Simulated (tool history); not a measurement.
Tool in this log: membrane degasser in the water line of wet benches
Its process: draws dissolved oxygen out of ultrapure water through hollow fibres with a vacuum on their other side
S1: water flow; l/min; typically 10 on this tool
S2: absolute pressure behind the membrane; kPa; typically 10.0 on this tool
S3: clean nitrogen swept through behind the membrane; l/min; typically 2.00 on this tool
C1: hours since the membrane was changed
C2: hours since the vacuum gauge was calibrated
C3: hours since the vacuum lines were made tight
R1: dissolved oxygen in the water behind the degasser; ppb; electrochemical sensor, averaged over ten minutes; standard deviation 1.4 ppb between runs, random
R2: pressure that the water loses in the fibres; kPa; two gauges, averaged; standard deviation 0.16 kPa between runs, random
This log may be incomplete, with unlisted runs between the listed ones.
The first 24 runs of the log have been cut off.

run,day,S1,S2,S3,C1,C2,C3,R1,R2
25,38.008,14,23.5,1.34,1680,190,354,696.8,84.95
26,39.825,7,10.0,4.46,1724,233,397,69.4,42.46
# day 41.108: vacuum gauge calibrated, once more
27,42.088,7,10.0,4.46,1778,24,451,68.5,42.49
28,43.125,7,10.0,4.46,1803,48,476,69.5,42.46
29,45.146,16,10.7,2.00,1851,97,524,454.9,97.02
30,46.979,6,9.9,2.00,1895,141,568,76.1,36.24
31,49.138,10,12.9,1.38,1947,193,620,278.7,60.84
32,50.288,10,12.9,1.38,1975,220,648,278.8,60.49

4 options for the next run, each taken on its own from the tool as it stands now. Forecast them:
A,52.242,10,22.7,1.36,2022,267,695,?,?
B,52.242,9,12.9,5.13,2022,267,695,?,?
C,52.242,11,9.6,1.38,2022,267,695,?,?
D,52.242,10,12.9,4.20,2022,267,695,?,?

run,R1,R2
A,433.8,60.61
B,129.8,54.77
C,263.9,66.94
D,171.2,60.66
What these runs would have given with no unlogged condition in the tool:
run,R1,R2
A,429.8,60.27
B,127.3,54.46
C,260.1,66.57
D,168.2,60.32
